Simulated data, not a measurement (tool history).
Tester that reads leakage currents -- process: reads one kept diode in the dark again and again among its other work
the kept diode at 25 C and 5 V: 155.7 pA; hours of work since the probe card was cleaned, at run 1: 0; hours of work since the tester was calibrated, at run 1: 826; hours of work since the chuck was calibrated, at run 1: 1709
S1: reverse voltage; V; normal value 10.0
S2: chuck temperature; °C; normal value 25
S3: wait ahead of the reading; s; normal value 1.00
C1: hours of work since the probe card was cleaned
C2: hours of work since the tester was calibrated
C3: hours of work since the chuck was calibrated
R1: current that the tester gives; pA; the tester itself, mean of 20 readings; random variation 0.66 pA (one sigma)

{"run": 1, "hour": 0.0, "S1": 10.0, "S2": 25, "S3": 1.0, "C1": 0, "C2": 826, "C3": 1709, "R1": 193.5}
{"run": 2, "hour": 158.8, "S1": 10.0, "S2": 25, "S3": 1.0, "C1": 125, "C2": 951, "C3": 1833, "R1": 192.06}
{"run": 3, "hour": 249.9, "S1": 10.0, "S2": 25, "S3": 1.0, "C1": 196, "C2": 1022, "C3": 1905, "R1": 191.27}
{"run": 4, "hour": 388.7, "S1": 10.0, "S2": 25, "S3": 1.0, "C1": 305, "C2": 1131, "C3": 2014, "R1": 190.45}
{"run": 5, "hour": 508.5, "S1": 10.0, "S2": 25, "S3": 1.0, "C1": 399, "C2": 1225, "C3": 2108, "R1": 190.25}
{"hour": 607.6, "done": "chuck's temperature calibrated"}
{"run": 6, "hour": 718.9, "S1": 10.0, "S2": 25, "S3": 1.0, "C1": 563, "C2": 1389, "C3": 87, "R1": 171.37}
{"run": 7, "hour": 879.4, "S1": 10.0, "S2": 58, "S3": 1.0, "C1": 689, "C2": 1515, "C3": 213, "R1": 2573.77}
{"run": 8, "hour": 994.7, "S1": 10.0, "S2": 25, "S3": 1.0, "C1": 779, "C2": 1605, "C3": 304, "R1": 171.24}
{"run": 9, "hour": 1144.7, "S1": 10.0, "S2": 25, "S3": 1.0, "C1": 897, "C2": 1723, "C3": 421, "R1": 170.0}
{"run": 10, "hour": 1293.7, "S1": 10.0, "S2": 28, "S3": 1.0, "C1": 1014, "C2": 1840, "C3": 538, "R1": 219.27}
{"run": 11, "hour": 1413.0, "S1": 10.0, "S2": 28, "S3": 1.0, "C1": 1107, "C2": 1934, "C3": 632, "R1": 219.2}
{"hour": 1475.0, "done": "chuck's temperature calibrated, once more"}
{"hour": 1508.5, "done": "probe card cleaned and baked"}
{"run": 12, "hour": 1534.8, "S1": 10.0, "S2": 28, "S3": 1.0, "C1": 21, "C2": 2025, "C3": 45, "R1": 292.34}
{"run": 13, "hour": 1736.7, "S1": 10.0, "S2": 25, "S3": 0.91, "C1": 179, "C2": 2184, "C3": 203, "R1": 223.46}
{"run": 14, "hour": 1839.8, "S1": 10.0, "S2": 25, "S3": 0.91, "C1": 260, "C2": 2264, "C3": 284, "R1": 222.15}
{"run": 15, "hour": 1992.7, "S1": 1.6, "S2": 25, "S3": 0.91, "C1": 380, "C2": 2385, "C3": 404, "R1": 89.88}
{"run": 16, "hour": 2113.3, "S1": 1.6, "S2": 25, "S3": 0.91, "C1": 475, "C2": 2479, "C3": 499, "R1": 90.17}
{"run": 17, "hour": 2209.8, "S1": 10.0, "S2": 25, "S3": 1.0, "C1": 550, "C2": 2555, "C3": 574, "R1": 218.25}
{"run": 18, "hour": 2304.5, "S1": 10.0, "S2": 25, "S3": 1.0, "C1": 625, "C2": 2629, "C3": 649, "R1": 219.94}
{"run": 19, "hour": 2427.7, "S1": 10.0, "S2": 27, "S3": 1.0, "C1": 721, "C2": 2726, "C3": 745, "R1": 258.77}
{"run": 20, "hour": 2580.3, "S1": 10.0, "S2": 25, "S3": 2.96, "C1": 841, "C2": 2846, "C3": 865, "R1": 215.88}
{"hour": 2685.7, "done": "tester calibrated"}
{"run": 21, "hour": 2700.5, "S1": 10.0, "S2": 25, "S3": 2.96, "C1": 934, "C2": 12, "C3": 958, "R1": 212.0}
{"run": 22, "hour": 2829.9, "S1": 2.4, "S2": 21, "S3": 2.96, "C1": 1035, "C2": 113, "C3": 1059, "R1": 72.37}
{"run": 23, "hour": 2969.8, "S1": 2.4, "S2": 25, "S3": 1.9, "C1": 1145, "C2": 223, "C3": 1169, "R1": 103.92}
{"hour": 3020.3, "done": "probe card cleaned and baked"}
{"run": 24, "hour": 3137.5, "S1": 4.6, "S2": 25, "S3": 3.95, "C1": 92, "C2": 352, "C3": 1298, "R1": 136.59}
{"run": 25, "hour": 3267.8, "S1": 4.6, "S2": 25, "S3": 3.95, "C1": 194, "C2": 454, "C3": 1401, "R1": 135.78}
{"run": 26, "hour": 3385.7, "S1": 4.6, "S2": 40, "S3": 0.35, "C1": 287, "C2": 547, "C3": 1493, "R1": 499.2}
{"run": 27, "hour": 3543.2, "S1": 6.4, "S2": 39, "S3": 0.84, "C1": 410, "C2": 671, "C3": 1617, "R1": 534.33}
{"run": 28, "hour": 3646.3, "S1": 6.4, "S2": 39, "S3": 0.84, "C1": 491, "C2": 751, "C3": 1697, "R1": 529.17}
{"run": 29, "hour": 3840.7, "S1": 11.2, "S2": 40, "S3": 1.0, "C1": 644, "C2": 904, "C3": 1850, "R1": 748.73}
{"run": 30, "hour": 3982.2, "S1": 2.0, "S2": 45, "S3": 2.1, "C1": 755, "C2": 1015, "C3": 1961, "R1": 487.24}
{"run": 31, "hour": 4141.1, "S1": 10.0, "S2": 27, "S3": 0.78, "C1": 879, "C2": 1140, "C3": 2086, "R1": 232.75}
{"hour": 4280.4, "done": "chuck's temperature calibrated"}
{"run": 32, "hour": 4346.5, "S1": 7.0, "S2": 29, "S3": 0.78, "C1": 1039, "C2": 1299, "C3": 52, "R1": 268.76}
{"run": 33, "hour": 4506.0, "S1": 1.1, "S2": 24, "S3": 0.99, "C1": 1164, "C2": 1424, "C3": 177, "R1": 69.54}
{"hour": 4524.6, "done": "probe card cleaned and baked"}
{"run": 34, "hour": 4709.9, "S1": 10.0, "S2": 44, "S3": 1.15, "C1": 145, "C2": 1582, "C3": 335, "R1": 1081.5}
{"run": 35, "hour": 4796.5, "S1": 10.0, "S2": 44, "S3": 1.15, "C1": 213, "C2": 1650, "C3": 403, "R1": 1078.44}
{"run": 36, "hour": 4894.8, "S1": 4.2, "S2": 25, "S3": 1.0, "C1": 290, "C2": 1727, "C3": 480, "R1": 140.16}
{"run": 37, "hour": 4989.6, "S1": 4.2, "S2": 25, "S3": 1.0, "C1": 365, "C2": 1802, "C3": 554, "R1": 139.84}
{"run": 38, "hour": 5100.4, "S1": 10.0, "S2": 25, "S3": 2.77, "C1": 452, "C2": 1888, "C3": 641, "R1": 210.73}
{"run": 39, "hour": 5300.5, "S1": 10.0, "S2": 25, "S3": 2.77, "C1": 609, "C2": 2045, "C3": 798, "R1": 207.62}
{"run": 40, "hour": 5501.4, "S1": 10.0, "S2": 25, "S3": 2.77, "C1": 766, "C2": 2203, "C3": 956, "R1": 209.35}

Below, some changes in R1 between adjacent runs. For each, the amount present without the hidden state too (settings, incoming material, random variation) and the amount remaining for the hidden state with gauge scatter not shared by both compared results:
Hidden state at play: stray current of the dirty probe card, pA a volt; current scale over the true one, %; true chuck temperature over the reading, C; drift of the gauge itself on leakage_pa, %.
Run 6 -> 7: S2 25 -> 58. R1 +2402.40 pA: hidden state -621.83, all else +3024.23.
Run 7 -> 8: S2 58 -> 25. R1 -2402.53 pA: hidden state +620.64, all else -3023.17.
Run 11 -> 12: chuck's temperature calibrated, once more, probe card cleaned and baked. R1 +73.14 pA: hidden state +73.73, all else -0.59.
Run 33 -> 34: S1 1.1 -> 10.0, S2 24 -> 44, S3 0.99 -> 1.15, probe card cleaned and baked. R1 +1011.96 pA: hidden state -24.35, all else +1036.31.
